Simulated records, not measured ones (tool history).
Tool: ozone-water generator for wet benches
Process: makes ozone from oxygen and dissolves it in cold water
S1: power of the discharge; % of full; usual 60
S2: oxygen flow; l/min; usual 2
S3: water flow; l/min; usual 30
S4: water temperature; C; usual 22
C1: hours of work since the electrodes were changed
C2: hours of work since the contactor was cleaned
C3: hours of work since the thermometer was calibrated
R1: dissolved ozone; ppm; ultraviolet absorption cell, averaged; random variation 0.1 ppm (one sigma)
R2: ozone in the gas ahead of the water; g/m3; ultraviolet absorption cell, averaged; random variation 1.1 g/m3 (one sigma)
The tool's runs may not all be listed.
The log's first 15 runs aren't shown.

run    hour  S1    S2  S3  S4     C1    C2    C3    R1     R2
 16  2065.2  60  1.15  30  22   8655  3909  3065  4.16  188.8
 17  2166.3  60  1.15  30  22   8753  4008  3163  4.24  187.5
 18  2357.7  60  1.15  30  22   8939  4193  3348  4.37  188.4
 19  2453.3  60  1.53  30  22   9032  4286  3441  5.01  171.8
 20  2585.2  60  2.08  30  22   9160  4414  3569  5.77  152.1
 21  2699.8  60  2.08  30  22   9271  4525  3680  5.59  151.6
 22  2821.4  49     2  27  22   9389  4643  3798  5.49  134.7
 23  2954.3  41     2  46  22   9518  4772  3927  2.61  121.5
 24  3130.6  45     2  46  29   9689  4943  4098  2.65  128.4
 25  3280.2  45     2  46  29   9834  5088  4243  2.59  127.7
 26  3478.8  45     2  46  29  10026  5280  4436  2.63  127.8
     3557.2  -- electrodes of the discharge changed
 27    3609  60     2  30  14     50  5401  4556  7.39  194.4
 28  3745.7  60  1.01  36  14    183  5533  4689  4.12  245.3
 29  3835.6  60  2.14  36  24    270  5621  4776   5.8  187.2
 30  4002.9  68  1.53  36  19    432  5783  4938   5.5  233.7
 31  4086.5  68   1.1  38  24    513  5864  5019  4.16  259.6
 32  4201.6  60  1.99  30  20    625  5975  5131  6.95  191.2
     4278.2  -- water thermometer calibrated
 33    4347  60   2.9  31  16    765  6116    67  8.25    168

4 ways to go on from here, each from the tool as it stands after run 33. What would each give?
  A  4487.4   60   2.9  31  22  902  6252  203   ?   ?
  B  4487.4   47   2.9  31  16  902  6252  203   ?   ?
  C  4487.4   65  1.47  30  22  902  6252  203   ?   ?
  D  4487.4  100   2.9  23  17  902  6252  203   ?   ?

run     R1     R2
  A   7.81    167
  B    6.8  138.6
  C   6.28  223.1
  D  16.35  250.7
Without the tool's hidden state the same runs would have given:
run     R1     R2
  A   8.36  171.6
  B   7.23  141.6
  C   6.73  229.8
  D  17.64    261

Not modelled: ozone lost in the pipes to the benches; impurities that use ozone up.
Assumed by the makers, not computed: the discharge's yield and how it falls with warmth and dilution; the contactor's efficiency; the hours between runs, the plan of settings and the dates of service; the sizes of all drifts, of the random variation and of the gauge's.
